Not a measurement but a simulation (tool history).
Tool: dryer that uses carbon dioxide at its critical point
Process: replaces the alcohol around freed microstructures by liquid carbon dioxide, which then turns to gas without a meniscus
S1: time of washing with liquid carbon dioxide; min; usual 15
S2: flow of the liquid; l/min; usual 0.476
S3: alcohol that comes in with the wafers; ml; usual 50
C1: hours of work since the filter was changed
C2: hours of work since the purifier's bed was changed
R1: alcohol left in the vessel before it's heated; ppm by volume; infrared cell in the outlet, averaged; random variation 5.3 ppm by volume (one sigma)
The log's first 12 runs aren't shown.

run 13 hour=224.5 | S1=15 S2=0.788 S3=50 | C1=209 C2=252 | R1=61
run 14 hour=237 | S1=15 S2=0.788 S3=50 | C1=213 C2=256 | R1=57
run 15 hour=250.2 | S1=15 S2=0.788 S3=50 | C1=218 C2=260 | R1=60
run 16 hour=274.9 | S1=15 S2=0.788 S3=50 | C1=226 C2=268 | R1=63
run 17 hour=287.6 | S1=15 S2=0.788 S3=50 | C1=230 C2=272 | R1=73
run 18 hour=310.3 | S1=15 S2=0.788 S3=50 | C1=237 C2=280 | R1=66
run 19 hour=331.7 | S1=18 S2=0.632 S3=26 | C1=244 C2=286 | R1=75
run 20 hour=355.7 | S1=18 S2=0.632 S3=26 | C1=251 C2=294 | R1=77
run 21 hour=374.2 | S1=21 S2=0.417 S3=40 | C1=257 C2=300 | R1=104
run 22 hour=391.7 | S1=14 S2=0.382 S3=34 | C1=263 C2=306 | R1=531
run 23 hour=406.7 | S1=16 S2=0.449 S3=28 | C1=267 C2=310 | R1=151
run 24 hour=417.3 | S1=16 S2=0.717 S3=28 | C1=271 C2=314 | R1=75
run 25 hour=440.5 | S1=15 S2=0.533 S3=66 | C1=278 C2=321 | R1=159
run 26 hour=458.4 | S1=15 S2=0.533 S3=66 | C1=284 C2=327 | R1=183
run 27 hour=481.9 | S1=15 S2=0.533 S3=66 | C1=291 C2=334 | R1=171
run 28 hour=496.3 | S1=17 S2=0.73 S3=69 | C1=296 C2=339 | R1=78
run 29 hour=519.8 | S1=17 S2=0.73 S3=69 | C1=304 C2=346 | R1=71
run 30 hour=539 | S1=17 S2=0.73 S3=69 | C1=310 C2=352 | R1=91
run 31 hour=552.4 | S1=22 S2=0.476 S3=98 | C1=314 C2=357 | R1=103
run 32 hour=563.8 | S1=22 S2=0.631 S3=21 | C1=318 C2=360 | R1=84
run 33 hour=578 | S1=22 S2=0.631 S3=21 | C1=322 C2=365 | R1=86

Forecast each of these 5 alternatives for the next run:
run A hour=601.9 | S1=15 S2=0.536 S3=49 | C1=330 C2=372 | R1=?
run B hour=601.9 | S1=22 S2=0.378 S3=32 | C1=330 C2=372 | R1=?
run C hour=601.9 | S1=22 S2=0.631 S3=53 | C1=330 C2=372 | R1=?
run D hour=601.9 | S1=22 S2=0.631 S3=35 | C1=330 C2=372 | R1=?
run E hour=601.9 | S1=17 S2=0.631 S3=21 | C1=330 C2=372 | R1=?

run=A R1=162
run=B R1=130
run=C R1=85
run=D R1=86
run=E R1=97
Without the tool's hidden state the same runs would have given:
run=A R1=54
run=B R1=32
run=C R1=2
run=D R1=4
run=E R1=11
